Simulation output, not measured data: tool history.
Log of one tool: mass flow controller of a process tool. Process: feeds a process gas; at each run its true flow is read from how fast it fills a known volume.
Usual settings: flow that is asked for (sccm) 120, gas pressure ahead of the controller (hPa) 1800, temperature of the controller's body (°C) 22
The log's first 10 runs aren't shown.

run	hour	flow that is asked for (sccm)	gas pressure ahead of the controller (hPa)	temperature of the controller's body (°C)	true flow (%)
11	3378.4	120	1800	22	100.03
12	3887.1	120	1800	22	100.35
13	4324.3	120	1800	35	100.02
14	4689.9	120	1800	22	100.40
# hour 4832.1: controller's zero set anew
15	5074.6	120	2040	22	100.53
16	5325.8	120	1800	38	100.25
17	5567.1	120	1800	22	100.83
18	5925.6	57	1800	22	100.01
19	6173.3	120	1800	22	100.99
20	6510.2	120	1800	29	100.96
21	6725.3	120	1800	22	101.43
22	7176.2	120	1800	22	101.39
23	7454.2	166	1800	22	102.21
24	7733.9	166	1800	22	102.22
# hour 8011.4: gauge calibrated
25	8231.7	37	1440	34	97.72
# hour 8436.7: controller exchanged for a calibrated one
26	8481.1	37	1440	34	97.73
27	8722.7	37	1440	34	97.84
28	8988.3	192	2580	27	99.83
29	9194.4	129	2530	24	99.08
30	9631.7	64	2640	22	98.19

The next listed run, before its measurement:
31	9915.2	29	1800	39	?

{"run 31": {"true flow (%)": 97.59}}
Without the tool's hidden state the same run would have given true flow (%) 96.98.
